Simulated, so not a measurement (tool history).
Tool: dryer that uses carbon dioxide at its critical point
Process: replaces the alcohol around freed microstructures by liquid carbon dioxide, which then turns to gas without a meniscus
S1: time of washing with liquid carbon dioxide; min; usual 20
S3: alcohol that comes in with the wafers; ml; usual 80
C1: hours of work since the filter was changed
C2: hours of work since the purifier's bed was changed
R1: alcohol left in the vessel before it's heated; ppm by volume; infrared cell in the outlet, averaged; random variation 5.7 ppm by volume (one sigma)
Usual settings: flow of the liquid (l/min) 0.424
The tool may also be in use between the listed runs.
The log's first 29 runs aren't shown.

Run 30, hour 1337.3: usual settings but S1 19 min; C1 209; C2 446. Result: R1 498 ppm by volume.
Run 31, hour 1379.9: usual settings but S1 17 min, flow of the liquid (l/min) 0.713; C1 222; C2 460. Result: R1 198 ppm by volume.
Run 32, hour 1430.5: usual settings but S1 17 min, flow of the liquid (l/min) 0.713, S3 99 ml; C1 239; C2 476. Result: R1 215 ppm by volume.
Run 33, hour 1463.3: usual settings but flow of the liquid (l/min) 0.334; C1 249; C2 486. Result: R1 1102 ppm by volume.
Run 34, hour 1496.2: usual settings but S1 26 min; C1 259; C2 497. Result: R1 242 ppm by volume.
Run 35, hour 1523: usual settings but S1 26 min; C1 268; C2 505. Result: R1 235 ppm by volume.
Run 36, hour 1552: usual settings but S1 14 min, flow of the liquid (l/min) 0.416, S3 23 ml; C1 277; C2 515. Result: R1 668 ppm by volume.
Run 37, hour 1591.5: usual settings but S1 19 min, flow of the liquid (l/min) 0.303, S3 21 ml; C1 290; C2 527. Result: R1 663 ppm by volume.
At hour 1595.7: inlet filter changed.
Run 38, hour 1622.3: usual settings but S1 24 min; C1 8; C2 537. Result: R1 260 ppm by volume.
Run 39, hour 1657.9: usual settings but S1 24 min, flow of the liquid (l/min) 0.428, S3 120 ml; C1 20; C2 548. Result: R1 284 ppm by volume.
Run 40, hour 1695.6: usual settings but S1 24 min, flow of the liquid (l/min) 0.428, S3 120 ml; C1 32; C2 560. Result: R1 295 ppm by volume.
Run 41, hour 1761.6: usual settings but S1 19 min, flow of the liquid (l/min) 0.312, S3 53 ml; C1 53; C2 581. Result: R1 1028 ppm by volume.
Run 42, hour 1799.5: usual settings but S1 19 min, flow of the liquid (l/min) 0.615, S3 53 ml; C1 65; C2 593. Result: R1 236 ppm by volume.
Run 43, hour 1856.8: usual settings but S1 21 min, flow of the liquid (l/min) 0.718; C1 83; C2 611. Result: R1 242 ppm by volume.
Run 44, hour 1902.3: usual settings but S1 30 min; C1 98; C2 626. Result: R1 258 ppm by volume.
Run 45, hour 1940.4: usual settings but S1 18 min, flow of the liquid (l/min) 0.311, S3 116 ml; C1 110; C2 638. Result: R1 2567 ppm by volume.
Run 46, hour 2002.7: usual settings but S1 18 min, flow of the liquid (l/min) 0.709, S3 116 ml; C1 130; C2 658. Result: R1 264 ppm by volume.
Run 47, hour 2060.8: usual settings but S1 18 min, flow of the liquid (l/min) 0.709, S3 116 ml; C1 148; C2 676. Result: R1 270 ppm by volume.

3 ways to go on from here, each from the tool as it stands after run 47. What would each give?
Run A, hour 2094.5: usual settings but S1 26 min, flow of the liquid (l/min) 0.709, S3 116 ml; C1 159; C2 687. Result: R1 ?.
Run B, hour 2094.5: usual settings but S1 22 min, flow of the liquid (l/min) 0.278, S3 23 ml; C1 159; C2 687. Result: R1 ?.
Run C, hour 2094.5: usual settings but S1 12 min, flow of the liquid (l/min) 0.257, S3 35 ml; C1 159; C2 687. Result: R1 ?.

run    R1
  A   259
  B   598
  C  4435
Without the tool's hidden state the same runs would have given:
run    R1
  A     1
  B   281
  C  3755

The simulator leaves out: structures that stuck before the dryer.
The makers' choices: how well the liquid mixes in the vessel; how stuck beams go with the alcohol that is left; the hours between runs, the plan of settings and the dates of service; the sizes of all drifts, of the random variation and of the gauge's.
